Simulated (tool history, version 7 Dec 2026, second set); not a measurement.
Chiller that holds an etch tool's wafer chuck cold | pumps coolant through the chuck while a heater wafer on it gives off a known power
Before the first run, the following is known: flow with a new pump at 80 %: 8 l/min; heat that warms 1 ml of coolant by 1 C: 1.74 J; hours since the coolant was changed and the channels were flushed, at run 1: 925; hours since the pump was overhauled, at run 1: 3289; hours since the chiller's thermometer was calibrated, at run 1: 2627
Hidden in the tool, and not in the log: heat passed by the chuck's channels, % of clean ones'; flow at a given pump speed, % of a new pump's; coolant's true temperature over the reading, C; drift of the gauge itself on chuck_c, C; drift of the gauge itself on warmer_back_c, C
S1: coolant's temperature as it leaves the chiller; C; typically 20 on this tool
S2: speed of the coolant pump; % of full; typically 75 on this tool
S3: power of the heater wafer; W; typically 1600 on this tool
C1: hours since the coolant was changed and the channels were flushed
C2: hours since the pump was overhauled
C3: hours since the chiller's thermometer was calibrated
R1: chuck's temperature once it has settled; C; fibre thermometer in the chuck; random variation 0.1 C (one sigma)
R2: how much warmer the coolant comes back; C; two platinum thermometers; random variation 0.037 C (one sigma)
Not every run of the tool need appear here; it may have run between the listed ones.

run,hour,S1,S2,S3,C1,C2,C3,R1,R2
1,0,20,75,1600,925,3289,2627,31.9,7.38
2,63.5,20,98,1600,989,3352,2691,29.8,5.6
3,165.1,20,98,1600,1090,3454,2792,29.9,5.57
4,252.6,20,75,1835,1178,3541,2880,33.6,8.38
5,329.7,20,75,1835,1255,3618,2957,33.8,8.35
6,413.8,20,75,1835,1339,3702,3041,33.4,8.34
7,500,20,75,1835,1425,3789,3127,33.5,8.42
8,602.9,20,75,1030,1528,3891,3230,27.6,4.57
9,682.3,20,75,1703,1607,3971,3309,32.7,7.72
10,741.3,20,75,1600,1666,4030,3368,31.7,7.23
11,815.3,20,75,1600,1740,4104,3442,31.8,7.26
12,916.2,20,75,2243,1841,4205,3543,36.5,10.04
13,983.9,20,75,2243,1909,4272,3611,36.4,10.09
14,1040.2,10,75,1600,1965,4329,3667,21.9,7.11
15,1099,20,75,1448,2024,4387,3726,30.6,6.41
16,1177.8,20,99,840,2103,4466,3805,25.1,2.62
17,1240.8,20,99,840,2166,4529,3868,25.2,2.64
18,1335.4,20,99,840,2261,4624,3962,25.2,2.71
19,1426.2,20,99,840,2351,4715,4053,25,2.57
20,1506.9,11,61,1132,2432,4795,4134,20.9,6.08
21,1592.2,22,84,1015,2517,4881,4219,29,3.81
22,1666.4,12,75,1600,2592,4955,4293,23.9,6.98
23,1744.5,21,84,2069,2670,5033,4371,35.2,8.21
24,1796.1,28,82,1600,2721,5085,4423,39.1,6.37
25,1878.5,15,82,1803,2804,5167,4505,27.6,7.19
26,1950.3,16,83,880,2876,5239,4577,22.2,3.21
27,2013.8,16,90,1600,2939,5302,4641,26.4,5.7
28,2115.3,16,90,1600,3041,5404,4742,26.4,5.66
29,2192.9,23,85,984,3118,5481,4820,29.5,3.54

Here are 4 independent what-if runs from the current tool condition. What would each one return?
# hour 2256.9: gauge calibrated
A,2269,22,75,1647,3194,5558,4896,?,?
# hour 2256.9: gauge calibrated
B,2269,28,75,1600,3194,5558,4896,?,?
# hour 2256.9: gauge calibrated
C,2269,11,67,1069,3194,5558,4896,?,?
# hour 2256.9: gauge calibrated
D,2269,23,87,1240,3194,5558,4896,?,?

run,R1,R2
A,34.2,7.67
B,39.7,7.39
C,19.7,5.48
D,31.4,4.91
What these runs would have given with no unlogged condition in the tool:
run,R1,R2
A,34.2,7.66
B,39.7,7.38
C,19.7,5.47
D,31.4,4.9
